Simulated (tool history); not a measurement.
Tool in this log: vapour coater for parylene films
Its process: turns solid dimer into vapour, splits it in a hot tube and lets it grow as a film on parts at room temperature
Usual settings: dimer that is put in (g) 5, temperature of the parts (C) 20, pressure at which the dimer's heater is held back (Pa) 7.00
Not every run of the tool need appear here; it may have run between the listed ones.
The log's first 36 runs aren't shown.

run      day  dimer that is put in (g)  temperature of the parts (C)  pressure at which the dimer's heater is held back (Pa)  hours of work since the trap's valve was overhauled  hours of work since the table's thermometer was calibrated  thickness of the film (nm)
 37   90.562                         5                            13                                                   10.00                                                  106                                                        1155                        3260
 38   92.796                         6                            29                                                    4.00                                                  130                                                        1178                        1890
 39   94.617                         6                            29                                                    4.00                                                  149                                                        1197                        1880
 40   96.000                         5                            20                                                    2.82                                                  163                                                        1212                        2470
 41   98.338                         3                            19                                                    4.07                                                  188                                                        1236                        1470
 42  101.096                         5                            13                                                    7.00                                                  217                                                        1266                        3180
 43  102.775                         5                            13                                                    7.00                                                  235                                                        1283                        3130
     103.738  -- trap's valve overhauled
 44  105.462                         5                            13                                                    7.00                                                   18                                                        1310                        3380
 45  106.829                         2                            20                                                    3.71                                                   33                                                        1324                        1020
 46  108.858                         6                            20                                                    7.00                                                   54                                                        1345                        2920
 47  111.088                         8                            16                                                    4.15                                                   77                                                        1369                        4800

What if the next run were any one of these 3? Each begins from the tool's condition after run 47:
  A  114.092                         5                            31                                                    7.00                                                  109                                                        1401                           ?
  B  114.092                         2                            14                                                    5.56                                                  109                                                        1401                           ?
  C  114.092                         5                            16                                                   10.57                                                  109                                                        1401                           ?

run  thickness of the film (nm)
  A                        1360
  B                        1260
  C                        2750
Had the tool no hidden state, the same runs would have come out as:
run  thickness of the film (nm)
  A                        1450
  B                        1340
  C                        2920

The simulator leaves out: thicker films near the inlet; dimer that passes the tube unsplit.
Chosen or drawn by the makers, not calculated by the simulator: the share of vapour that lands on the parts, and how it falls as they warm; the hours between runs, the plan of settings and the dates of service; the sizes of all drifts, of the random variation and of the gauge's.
